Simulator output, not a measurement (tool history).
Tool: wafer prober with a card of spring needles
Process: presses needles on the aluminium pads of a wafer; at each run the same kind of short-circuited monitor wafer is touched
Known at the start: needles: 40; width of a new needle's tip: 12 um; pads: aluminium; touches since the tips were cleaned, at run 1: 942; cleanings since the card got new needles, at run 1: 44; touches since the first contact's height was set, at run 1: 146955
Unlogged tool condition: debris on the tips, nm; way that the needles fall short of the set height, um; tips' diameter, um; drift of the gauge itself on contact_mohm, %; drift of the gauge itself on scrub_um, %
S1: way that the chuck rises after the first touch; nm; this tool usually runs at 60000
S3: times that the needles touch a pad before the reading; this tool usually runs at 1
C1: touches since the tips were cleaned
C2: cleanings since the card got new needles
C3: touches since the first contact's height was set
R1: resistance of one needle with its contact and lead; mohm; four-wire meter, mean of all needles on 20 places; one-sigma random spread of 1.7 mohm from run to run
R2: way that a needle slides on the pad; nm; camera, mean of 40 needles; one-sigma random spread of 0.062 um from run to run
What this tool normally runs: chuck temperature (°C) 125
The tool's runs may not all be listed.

run 1 hour=0 | S1=60000 chuck_temperature_(°C)=125 S3=1 | C1=942 C2=44 C3=146955 | R1=287 R2=11300
-- hour=6.2 tips cleaned on abrasive film
run 2 hour=8 | S1=60000 chuck_temperature_(°C)=125 S3=1 | C1=629 C2=45 C3=149692 | R1=287 R2=11360
-- hour=15.8 tips cleaned on abrasive film
-- hour=25.4 tips cleaned on abrasive film
run 3 hour=25.4 | S1=60000 chuck_temperature_(°C)=125 S3=1 | C1=3 C2=47 C3=155645 | R1=283 R2=11150
-- hour=34.1 tips cleaned on abrasive film
run 4 hour=42.1 | S1=60000 chuck_temperature_(°C)=125 S3=1 | C1=2781 C2=48 C3=161403 | R1=293 R2=11240
-- hour=43.7 tips cleaned on abrasive film
-- hour=52.1 tips cleaned on abrasive film
run 5 hour=57.7 | S1=60000 chuck_temperature_(°C)=41 S3=1 | C1=1937 C2=50 C3=166740 | R1=269 R2=11240
-- hour=60.8 tips cleaned on abrasive film
-- hour=70.1 tips cleaned on abrasive film
run 6 hour=76 | S1=60000 chuck_temperature_(°C)=73 S3=1 | C1=2046 C2=52 C3=173029 | R1=279 R2=11170
-- hour=79.2 tips cleaned on abrasive film
-- hour=87.7 tips cleaned on abrasive film
run 7 hour=87.7 | S1=60000 chuck_temperature_(°C)=73 S3=1 | C1=0 C2=54 C3=176995 | R1=270 R2=11150
-- hour=89.1 height of the first contact set anew
-- hour=96.7 tips cleaned on abrasive film
run 8 hour=97.3 | S1=74000 chuck_temperature_(°C)=28 S3=2 | C1=219 C2=55 C3=2808 | R1=252 R2=13760
-- hour=105.3 tips cleaned on abrasive film
run 9 hour=109.4 | S1=74000 chuck_temperature_(°C)=28 S3=2 | C1=1435 C2=56 C3=6966 | R1=254 R2=13810
-- hour=114.3 tips cleaned on abrasive film
run 10 hour=118.5 | S1=41000 chuck_temperature_(°C)=119 S3=2 | C1=1475 C2=57 C3=10093 | R1=295 R2=7200
-- hour=123.6 tips cleaned on abrasive film
-- hour=132.1 tips cleaned on abrasive film
run 11 hour=133.6 | S1=41000 chuck_temperature_(°C)=119 S3=2 | C1=533 C2=59 C3=15254 | R1=291 R2=7150
-- hour=140.9 tips cleaned on abrasive film
run 12 hour=142.1 | S1=41000 chuck_temperature_(°C)=119 S3=2 | C1=426 C2=60 C3=18162 | R1=293 R2=7100
-- hour=149.9 tips cleaned on abrasive film
-- hour=153.3 height of the first contact set anew, once more
-- hour=158.6 tips cleaned on abrasive film
run 13 hour=159.3 | S1=41000 chuck_temperature_(°C)=119 S3=2 | C1=242 C2=62 C3=2050 | R1=291 R2=8210
-- hour=167.8 tips cleaned on abrasive film
run 14 hour=169.5 | S1=41000 chuck_temperature_(°C)=119 S3=2 | C1=602 C2=63 C3=5555 | R1=291 R2=8140

Alternative continuations, all from the tool just after run 14; predict every row:
-- hour=176.3 tips cleaned on abrasive film
run A hour=177.8 | S1=60000 chuck_temperature_(°C)=27 S3=2 | C1=504 C2=64 C3=8368 | R1=? R2=?
-- hour=176.3 tips cleaned on abrasive film
run B hour=177.8 | S1=49000 chuck_temperature_(°C)=49 S3=1 | C1=504 C2=64 C3=8368 | R1=? R2=?
-- hour=176.3 tips cleaned on abrasive film
run C hour=177.8 | S1=60000 chuck_temperature_(°C)=58 S3=1 | C1=504 C2=64 C3=8368 | R1=? R2=?
-- hour=176.3 tips cleaned on abrasive film
run D hour=177.8 | S1=78000 chuck_temperature_(°C)=103 S3=2 | C1=504 C2=64 C3=8368 | R1=? R2=?

run=A R1=254 R2=11990
run=B R1=268 R2=9750
run=C R1=262 R2=12020
run=D R1=275 R2=15640
With no hidden state in the tool, these same runs would have given:
run=A R1=251 R2=12040
run=B R1=261 R2=9790
run=C R1=258 R2=12060
run=D R1=275 R2=15690

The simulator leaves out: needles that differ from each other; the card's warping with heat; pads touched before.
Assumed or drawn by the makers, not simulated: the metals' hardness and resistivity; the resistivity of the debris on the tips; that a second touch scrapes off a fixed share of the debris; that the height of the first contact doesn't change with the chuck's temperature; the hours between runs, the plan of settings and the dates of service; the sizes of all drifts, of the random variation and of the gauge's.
